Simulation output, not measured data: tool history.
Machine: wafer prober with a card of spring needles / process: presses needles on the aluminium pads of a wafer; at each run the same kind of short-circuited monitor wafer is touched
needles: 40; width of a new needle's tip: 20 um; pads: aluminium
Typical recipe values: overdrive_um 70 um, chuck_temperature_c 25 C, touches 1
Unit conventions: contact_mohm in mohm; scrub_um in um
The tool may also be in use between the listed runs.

run	day	overdrive_um	chuck_temperature_c	touches	contact_mohm	scrub_um
1	0.000	70	25	1	204	9.85
# day 0.067: tips cleaned on abrasive film
# day 0.229: tips cleaned on abrasive film
# day 0.392: tips cleaned on abrasive film
# day 0.550: tips cleaned on abrasive film
# day 0.712: tips cleaned on abrasive film
# day 0.875: tips cleaned on abrasive film
# day 1.038: tips cleaned on abrasive film
# day 1.196: tips cleaned on abrasive film
# day 1.358: tips cleaned on abrasive film
2	1.362	70	25	1	197	9.74
# day 1.492: tips cleaned on abrasive film
# day 1.654: tips cleaned on abrasive film
# day 1.817: tips cleaned on abrasive film
# day 1.946: tips cleaned on abrasive film
# day 2.108: tips cleaned on abrasive film
# day 2.267: tips cleaned on abrasive film
# day 2.429: tips cleaned on abrasive film
# day 2.558: tips cleaned on abrasive film
# day 2.721: tips cleaned on abrasive film
# day 2.850: tips cleaned on abrasive film
# day 3.012: tips cleaned on abrasive film
# day 3.175: tips cleaned on abrasive film
3	3.208	70	25	1	201	9.63
# day 3.333: tips cleaned on abrasive film
# day 3.496: tips cleaned on abrasive film
# day 3.658: tips cleaned on abrasive film
# day 3.821: tips cleaned on abrasive film
# day 3.979: tips cleaned on abrasive film
# day 4.142: tips cleaned on abrasive film
# day 4.271: tips cleaned on abrasive film
# day 4.433: tips cleaned on abrasive film
# day 4.596: tips cleaned on abrasive film
# day 4.758: tips cleaned on abrasive film
# day 4.921: tips cleaned on abrasive film
# day 5.079: tips cleaned on abrasive film
# day 5.242: tips cleaned on abrasive film
# day 5.404: tips cleaned on abrasive film
# day 5.533: tips cleaned on abrasive film
# day 5.696: tips cleaned on abrasive film
# day 5.825: tips cleaned on abrasive film
4	5.900	70	25	1	212	9.57
# day 5.967: tips cleaned on abrasive film
# day 6.129: tips cleaned on abrasive film
# day 6.196: tips cleaned on abrasive film, once more
# day 6.325: tips cleaned on abrasive film
# day 6.429: height of the first contact set anew
# day 6.500: tips cleaned on abrasive film
# day 6.658: tips cleaned on abrasive film
# day 6.821: tips cleaned on abrasive film
# day 6.983: tips cleaned on abrasive film
# day 7.146: tips cleaned on abrasive film
# day 7.304: tips cleaned on abrasive film
# day 7.467: tips cleaned on abrasive film
# day 7.629: tips cleaned on abrasive film
# day 7.792: tips cleaned on abrasive film
# day 7.954: tips cleaned on abrasive film
# day 8.454: card fitted with new needles
# day 8.612: tips cleaned on abrasive film
# day 8.775: tips cleaned on abrasive film
# day 8.938: tips cleaned on abrasive film
# day 9.100: tips cleaned on abrasive film
# day 9.229: tips cleaned on abrasive film
# day 9.371: tips cleaned on abrasive film
5	9.371	70	25	1	186	9.93
# day 9.500: tips cleaned on abrasive film
# day 9.662: tips cleaned on abrasive film
# day 9.792: tips cleaned on abrasive film
# day 9.954: tips cleaned on abrasive film
# day 10.083: tips cleaned on abrasive film
# day 10.246: tips cleaned on abrasive film
# day 10.408: tips cleaned on abrasive film
# day 10.567: tips cleaned on abrasive film
# day 10.729: tips cleaned on abrasive film
# day 10.858: tips cleaned on abrasive film
# day 11.021: tips cleaned on abrasive film
# day 11.150: tips cleaned on abrasive film
# day 11.312: tips cleaned on abrasive film
# day 11.475: tips cleaned on abrasive film
# day 11.638: tips cleaned on abrasive film
# day 11.796: tips cleaned on abrasive film
# day 11.946: tips cleaned on abrasive film
6	11.946	63	25	1	187	8.86
# day 12.075: tips cleaned on abrasive film
# day 12.204: tips cleaned on abrasive film
# day 12.367: tips cleaned on abrasive film
# day 12.529: tips cleaned on abrasive film
# day 12.688: tips cleaned on abrasive film
# day 12.850: tips cleaned on abrasive film
# day 13.012: tips cleaned on abrasive film
# day 13.142: tips cleaned on abrasive film
# day 13.304: tips cleaned on abrasive film
7	13.338	63	25	1	192	8.74
# day 13.467: tips cleaned on abrasive film
# day 13.625: tips cleaned on abrasive film
# day 13.758: tips cleaned on abrasive film
# day 13.917: tips cleaned on abrasive film
# day 14.050: tips cleaned on abrasive film
# day 14.208: tips cleaned on abrasive film
# day 14.342: tips cleaned on abrasive film
# day 14.500: tips cleaned on abrasive film
# day 14.662: tips cleaned on abrasive film
# day 14.825: tips cleaned on abrasive film
# day 14.988: tips cleaned on abrasive film
# day 15.146: tips cleaned on abrasive film
# day 15.308: tips cleaned on abrasive film
# day 15.471: tips cleaned on abrasive film
8	15.479	63	25	3	189	8.66
# day 15.608: tips cleaned on abrasive film
# day 15.738: tips cleaned on abrasive film
# day 15.900: tips cleaned on abrasive film
# day 16.062: tips cleaned on abrasive film
# day 16.192: tips cleaned on abrasive film
# day 16.354: tips cleaned on abrasive film
# day 16.517: tips cleaned on abrasive film
# day 16.675: tips cleaned on abrasive film
# day 16.838: tips cleaned on abrasive film
9	16.850	54	66	2	203	7.24
# day 16.979: tips cleaned on abrasive film
# day 17.142: tips cleaned on abrasive film
# day 17.183: height of the first contact set anew
# day 17.283: tips cleaned on abrasive film
# day 17.446: tips cleaned on abrasive film
# day 17.575: tips cleaned on abrasive film
# day 17.738: tips cleaned on abrasive film
# day 17.900: tips cleaned on abrasive film
# day 18.058: tips cleaned on abrasive film
# day 18.192: tips cleaned on abrasive film
# day 18.350: tips cleaned on abrasive film
# day 18.512: tips cleaned on abrasive film
# day 18.675: tips cleaned on abrasive film
# day 18.838: tips cleaned on abrasive film
# day 18.967: tips cleaned on abrasive film
# day 19.129: tips cleaned on abrasive film
# day 19.258: tips cleaned on abrasive film
10	19.296	74	25	2	188	10.48
# day 19.396: tips cleaned on abrasive film
# day 19.554: tips cleaned on abrasive film
# day 19.688: tips cleaned on abrasive film
# day 19.846: tips cleaned on abrasive film
# day 20.008: tips cleaned on abrasive film
# day 20.171: tips cleaned on abrasive film
# day 20.333: tips cleaned on abrasive film
# day 20.492: tips cleaned on abrasive film
# day 20.654: tips cleaned on abrasive film
# day 20.817: tips cleaned on abrasive film
# day 20.979: tips cleaned on abrasive film
# day 21.138: tips cleaned on abrasive film
# day 21.300: tips cleaned on abrasive film
# day 21.462: tips cleaned on abrasive film
11	21.542	74	47	2	195	10.26
# day 21.608: tips cleaned on abrasive film
# day 21.738: tips cleaned on abrasive film
# day 21.900: tips cleaned on abrasive film
# day 22.062: tips cleaned on abrasive film
# day 22.192: tips cleaned on abrasive film
# day 22.354: tips cleaned on abrasive film
# day 22.483: tips cleaned on abrasive film
# day 22.646: tips cleaned on abrasive film
# day 22.808: tips cleaned on abrasive film
# day 22.967: tips cleaned on abrasive film
# day 23.129: tips cleaned on abrasive film
# day 23.292: tips cleaned on abrasive film
# day 23.454: tips cleaned on abrasive film
# day 23.612: tips cleaned on abrasive film
# day 23.775: tips cleaned on abrasive film
# day 23.925: tips cleaned on abrasive film
12	23.925	70	122	1	209	9.57
# day 24.083: tips cleaned on abrasive film
# day 24.246: tips cleaned on abrasive film
# day 24.408: tips cleaned on abrasive film
# day 24.571: tips cleaned on abrasive film
# day 24.733: tips cleaned on abrasive film
# day 24.892: tips cleaned on abrasive film
# day 25.021: tips cleaned on abrasive film
# day 25.183: tips cleaned on abrasive film
# day 25.312: tips cleaned on abrasive film
# day 25.475: tips cleaned on abrasive film
# day 25.638: tips cleaned on abrasive film
# day 25.800: tips cleaned on abrasive film
# day 25.904: height of the first contact set anew
# day 25.975: tips cleaned on abrasive film
13	25.992	83	82	2	193	11.74

Below are 5 alternative next runs, each starting from the tool's condition after run 13. Predict each:
# day 26.121: tips cleaned on abrasive film
# day 26.283: tips cleaned on abrasive film
# day 26.446: tips cleaned on abrasive film
# day 26.575: tips cleaned on abrasive film
# day 26.738: tips cleaned on abrasive film
# day 26.896: tips cleaned on abrasive film
# day 27.058: tips cleaned on abrasive film
# day 27.221: tips cleaned on abrasive film
# day 27.350: tips cleaned on abrasive film
# day 27.512: tips cleaned on abrasive film
# day 27.675: tips cleaned on abrasive film
# day 27.804: tips cleaned on abrasive film
# day 27.967: tips cleaned on abrasive film
# day 28.096: tips cleaned on abrasive film
# day 28.258: tips cleaned on abrasive film
# day 28.417: tips cleaned on abrasive film
A	28.471	51	82	2	?	?
# day 26.121: tips cleaned on abrasive film
# day 26.283: tips cleaned on abrasive film
# day 26.446: tips cleaned on abrasive film
# day 26.575: tips cleaned on abrasive film
# day 26.738: tips cleaned on abrasive film
# day 26.896: tips cleaned on abrasive film
# day 27.058: tips cleaned on abrasive film
# day 27.221: tips cleaned on abrasive film
# day 27.350: tips cleaned on abrasive film
# day 27.512: tips cleaned on abrasive film
# day 27.675: tips cleaned on abrasive film
# day 27.804: tips cleaned on abrasive film
# day 27.967: tips cleaned on abrasive film
# day 28.096: tips cleaned on abrasive film
# day 28.258: tips cleaned on abrasive film
# day 28.417: tips cleaned on abrasive film
B	28.471	76	119	3	?	?
# day 26.121: tips cleaned on abrasive film
# day 26.283: tips cleaned on abrasive film
# day 26.446: tips cleaned on abrasive film
# day 26.575: tips cleaned on abrasive film
# day 26.738: tips cleaned on abrasive film
# day 26.896: tips cleaned on abrasive film
# day 27.058: tips cleaned on abrasive film
# day 27.221: tips cleaned on abrasive film
# day 27.350: tips cleaned on abrasive film
# day 27.512: tips cleaned on abrasive film
# day 27.675: tips cleaned on abrasive film
# day 27.804: tips cleaned on abrasive film
# day 27.967: tips cleaned on abrasive film
# day 28.096: tips cleaned on abrasive film
# day 28.258: tips cleaned on abrasive film
# day 28.417: tips cleaned on abrasive film
C	28.471	87	92	2	?	?
# day 26.121: tips cleaned on abrasive film
# day 26.283: tips cleaned on abrasive film
# day 26.446: tips cleaned on abrasive film
# day 26.575: tips cleaned on abrasive film
# day 26.738: tips cleaned on abrasive film
# day 26.896: tips cleaned on abrasive film
# day 27.058: tips cleaned on abrasive film
# day 27.221: tips cleaned on abrasive film
# day 27.350: tips cleaned on abrasive film
# day 27.512: tips cleaned on abrasive film
# day 27.675: tips cleaned on abrasive film
# day 27.804: tips cleaned on abrasive film
# day 27.967: tips cleaned on abrasive film
# day 28.096: tips cleaned on abrasive film
# day 28.258: tips cleaned on abrasive film
# day 28.417: tips cleaned on abrasive film
D	28.471	63	55	2	?	?
# day 26.121: tips cleaned on abrasive film
# day 26.283: tips cleaned on abrasive film
# day 26.446: tips cleaned on abrasive film
# day 26.575: tips cleaned on abrasive film
# day 26.738: tips cleaned on abrasive film
# day 26.896: tips cleaned on abrasive film
# day 27.058: tips cleaned on abrasive film
# day 27.221: tips cleaned on abrasive film
# day 27.350: tips cleaned on abrasive film
# day 27.512: tips cleaned on abrasive film
# day 27.675: tips cleaned on abrasive film
# day 27.804: tips cleaned on abrasive film
# day 27.967: tips cleaned on abrasive film
# day 28.096: tips cleaned on abrasive film
# day 28.258: tips cleaned on abrasive film
# day 28.417: tips cleaned on abrasive film
E	28.471	71	116	1	?	?

run	contact_mohm	scrub_um
A	219	7.13
B	206	10.71
C	201	12.31
D	202	8.87
E	212	9.94
With no hidden state in the tool, these same runs would have given:
run	contact_mohm	scrub_um
A	208	7.25
B	202	10.83
C	196	12.43
D	194	9.00
E	203	10.07
